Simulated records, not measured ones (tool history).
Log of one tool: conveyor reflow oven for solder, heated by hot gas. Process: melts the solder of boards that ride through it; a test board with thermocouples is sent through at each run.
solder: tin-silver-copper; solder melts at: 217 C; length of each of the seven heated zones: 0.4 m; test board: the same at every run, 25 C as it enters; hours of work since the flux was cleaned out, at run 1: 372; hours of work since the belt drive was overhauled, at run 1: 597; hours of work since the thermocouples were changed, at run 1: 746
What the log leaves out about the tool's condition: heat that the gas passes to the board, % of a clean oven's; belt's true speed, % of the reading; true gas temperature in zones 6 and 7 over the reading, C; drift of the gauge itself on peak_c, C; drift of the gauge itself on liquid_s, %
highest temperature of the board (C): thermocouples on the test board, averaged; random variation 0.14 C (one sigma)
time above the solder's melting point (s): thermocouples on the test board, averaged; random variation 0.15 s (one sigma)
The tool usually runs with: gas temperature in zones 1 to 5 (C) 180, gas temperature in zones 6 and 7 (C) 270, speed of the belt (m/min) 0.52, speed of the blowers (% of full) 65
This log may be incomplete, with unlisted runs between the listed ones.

run    hour  gas temperature in zones 1 to 5 (C)  gas temperature in zones 6 and 7 (C)  speed of the belt (m/min)  speed of the blowers (% of full)  hours of work since the flux was cleaned out  hours of work since the belt drive was overhauled  hours of work since the thermocouples were changed  highest temperature of the board (C)  time above the solder's melting point (s)
  1       0                                  180                                   270                       0.52                                65                                           372                                                597                                                 746                                 252.4                                       71.5
  2    38.3                                  180                                   270                       0.52                                65                                           391                                                616                                                 765                                 252.2                                       71.4
       80.1  -- flux residue cleaned out of gas plates and filters
  3   111.5                                  180                                   270                       0.52                                65                                            16                                                651                                                 800                                 254.4                                       73.5
  4   184.6                                  180                                   270                       0.52                                65                                            53                                                687                                                 836                                 254.5                                       73.6
  5   256.3                                  180                                   270                       0.52                                65                                            89                                                724                                                 873                                   254                                       73.5
  6   299.3                                  180                                   270                       0.52                                65                                           110                                                745                                                 894                                 253.8                                       73.6
      317.7  -- thermocouples of zones 6 and 7 changed
  7   343.5                                  180                                   270                       0.52                                65                                           132                                                767                                                  13                                 253.1                                       72.7
  8   379.4                                  180                                   270                       0.52                                65                                           150                                                785                                                  31                                 253.3                                       72.8
  9     410                                  180                                   270                       0.52                                65                                           165                                                800                                                  47                                 253.3                                       72.7
 10   474.1                                  180                                   270                       0.52                                65                                           198                                                832                                                  79                                   253                                       72.7
 11   533.6                                  180                                   270                       0.52                                65                                           228                                                862                                                 109                                 252.9                                       72.6
 12   584.5                                  180                                   270                       0.52                                65                                           253                                                888                                                 134                                 253.1                                       72.3
 13   623.4                                  180                                   270                      0.515                                65                                           273                                                908                                                 154                                   253                                       73.7
 14   661.4                                  182                                   270                       0.52                                65                                           292                                                927                                                 173                                 253.2                                       74.1
 15   717.9                                  180                                   270                       0.52                                65                                           320                                                955                                                 202                                 252.7                                       72.2
 16   774.7                                  176                                   262                      0.444                                51                                           349                                                984                                                 230                                 245.7                                       74.8
 17   833.9                                  176                                   262                      0.444                                51                                           379                                               1014                                                 260                                 245.7                                       74.6
 18   890.4                                  183                                   276                       0.52                                65                                           407                                               1042                                                 289                                   258                                         78
      900.3  -- flux residue cleaned out of gas plates and filters
 19   934.8                                  189                                   283                       0.52                                66                                            17                                               1062                                                 309                                 267.9                                       87.8
      973.7  -- belt drive overhauled, speed set with a stopwatch
 20  1004.2                                  189                                   283                       0.52                                66                                            50                                                 15                                                 341                                 267.1                                       86.1
 21  1076.3                                  189                                   283                       0.52                                66                                            87                                                 52                                                 378                                 267.2                                       85.5
 22  1138.5                                  180                                   276                       0.52                                65                                           118                                                 83                                                 409                                 258.9                                       76.4
 23  1210.9                                  180                                   276                       0.52                                65                                           155                                                120                                                 446                                 258.5                                       76.2

Run 24 is up next; what results do you expect?
 24  1276.3                                  180                                   276                       0.52                                65                                           187                                                153                                                 479                                     ?                                          ?

highest temperature of the board (C): 258.7
time above the solder's melting point (s): 76.4
Minus the tool's unlogged condition, the same run would have read highest temperature of the board (C) 258.7, time above the solder's melting point (s) 76.4.
